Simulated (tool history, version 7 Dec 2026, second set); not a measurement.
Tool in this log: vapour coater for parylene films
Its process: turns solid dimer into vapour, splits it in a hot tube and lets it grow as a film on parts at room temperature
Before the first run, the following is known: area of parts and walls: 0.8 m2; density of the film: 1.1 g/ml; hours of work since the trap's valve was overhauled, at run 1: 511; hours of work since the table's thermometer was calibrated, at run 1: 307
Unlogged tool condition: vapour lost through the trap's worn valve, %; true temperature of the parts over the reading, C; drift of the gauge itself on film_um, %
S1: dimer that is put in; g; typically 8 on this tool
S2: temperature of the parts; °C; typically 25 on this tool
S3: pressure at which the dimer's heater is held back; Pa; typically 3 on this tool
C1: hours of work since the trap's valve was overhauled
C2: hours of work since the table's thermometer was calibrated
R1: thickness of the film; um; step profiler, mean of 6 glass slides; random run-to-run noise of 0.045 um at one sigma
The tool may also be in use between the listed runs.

Run 1, hour 0: usual settings; C1 511; C2 307. Result: R1 4.5 um.
Run 2, hour 26.2: usual settings; C1 527; C2 323. Result: R1 4.49 um.
At hour 62.5: trap's valve overhauled.
Run 3, hour 80: usual settings but S1 5 g; C1 11; C2 354. Result: R1 3.22 um.
Run 4, hour 114: usual settings but S1 5 g; C1 32; C2 376. Result: R1 3.18 um.
Run 5, hour 141.3: usual settings but S1 5 g; C1 50; C2 393. Result: R1 3.22 um.
Run 6, hour 185: usual settings but S1 5 g; C1 77; C2 421. Result: R1 3.2 um.
Run 7, hour 213.1: usual settings but S1 5 g; C1 95; C2 438. Result: R1 3.24 um.
Run 8, hour 244.6: usual settings but S1 5 g; C1 115; C2 458. Result: R1 3.23 um.
Run 9, hour 287.3: usual settings but S2 21 °C; C1 141; C2 485. Result: R1 6.11 um.
Run 10, hour 324: usual settings but S3 8.4 Pa; C1 165; C2 508. Result: R1 4.32 um.
Run 11, hour 359.7: usual settings but S3 8.4 Pa; C1 187; C2 530. Result: R1 4.34 um.
Run 12, hour 389.4: usual settings but S1 3 g, S2 32 °C; C1 206; C2 549. Result: R1 1.38 um.
Run 13, hour 426.5: usual settings but S1 6 g, S2 35 °C, S3 3.34 Pa; C1 229; C2 572. Result: R1 2.34 um.
Run 14, hour 474.8: usual settings but S1 7 g, S2 26 °C, S3 2.79 Pa; C1 259; C2 603. Result: R1 4.25 um.
Run 15, hour 508.4: usual settings but S1 7 g, S2 26 °C, S3 2.79 Pa; C1 281; C2 624. Result: R1 4.23 um.

Predict the results of run 16:
Run 16, hour 533.8: usual settings but S1 3 g; C1 297; C2 640. Result: R1 ?.

Run 16 measured R1 1.83 um.
The same run, on a tool lacking any hidden state, would have yielded R1 1.89 um.
